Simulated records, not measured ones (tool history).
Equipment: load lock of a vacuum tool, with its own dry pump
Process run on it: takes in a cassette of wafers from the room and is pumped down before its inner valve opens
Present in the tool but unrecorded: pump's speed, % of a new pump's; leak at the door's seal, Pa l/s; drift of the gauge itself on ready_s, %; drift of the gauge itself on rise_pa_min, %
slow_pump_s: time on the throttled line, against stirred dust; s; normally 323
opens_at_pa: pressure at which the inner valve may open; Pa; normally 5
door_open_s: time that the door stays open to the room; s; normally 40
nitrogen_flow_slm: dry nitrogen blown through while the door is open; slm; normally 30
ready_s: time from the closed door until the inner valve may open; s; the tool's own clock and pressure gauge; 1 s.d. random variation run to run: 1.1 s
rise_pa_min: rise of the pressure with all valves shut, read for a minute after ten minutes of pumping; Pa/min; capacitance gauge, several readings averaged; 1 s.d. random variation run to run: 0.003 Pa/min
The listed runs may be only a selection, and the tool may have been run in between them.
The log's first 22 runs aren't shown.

run	day	slow_pump_s	opens_at_pa	door_open_s	nitrogen_flow_slm	hours that the pump has run since its overhaul	times that the door has closed on its seal	incoming humidity of the room's air, %	ready_s	rise_pa_min
23	145.846	309	4	48	4	13335	8618	42.3	471.7	0.06
24	154.117	309	4	48	4	13534	8883	45.3	471.2	0.054
25	161.946	495	5	40	4	13722	9135	46.7	633.9	0.053
26	165.879	323	7	40	30	13816	9262	40	473.9	0.035
27	172.362	323	4	40	30	13972	9470	45.5	484.1	0.038
28	180.796	323	4	40	30	14174	9741	41.5	486.1	0.038
29	187.617	404	4	105	38	14338	9961	48.2	558.6	0.05
30	192.083	323	5	40	18	14445	10104	44.1	479.7	0.044
31	197.204	461	8	140	14	14568	10269	45.4	593	0.072
32	202.5	525	5	70	18	14695	10439	47.4	662.1	0.052
33	210.567	525	5	70	18	14888	10699	47.8	659	0.053
34	215.104	525	5	70	31	14997	10844	48.4	661.1	0.05
35	220.346	341	8	40	30	15123	11013	47	489.7	0.05

Run 36 has not been measured yet. What should we expect?
36	228.979	341	8	40	30	15330	11291	47.1	?	?

ready_s: 487.6 s
rise_pa_min: 0.05 Pa/min
On a tool with no hidden condition, and with the same random variation, this run would have come out at ready_s 468.6 s, rise_pa_min 0.012 Pa/min.

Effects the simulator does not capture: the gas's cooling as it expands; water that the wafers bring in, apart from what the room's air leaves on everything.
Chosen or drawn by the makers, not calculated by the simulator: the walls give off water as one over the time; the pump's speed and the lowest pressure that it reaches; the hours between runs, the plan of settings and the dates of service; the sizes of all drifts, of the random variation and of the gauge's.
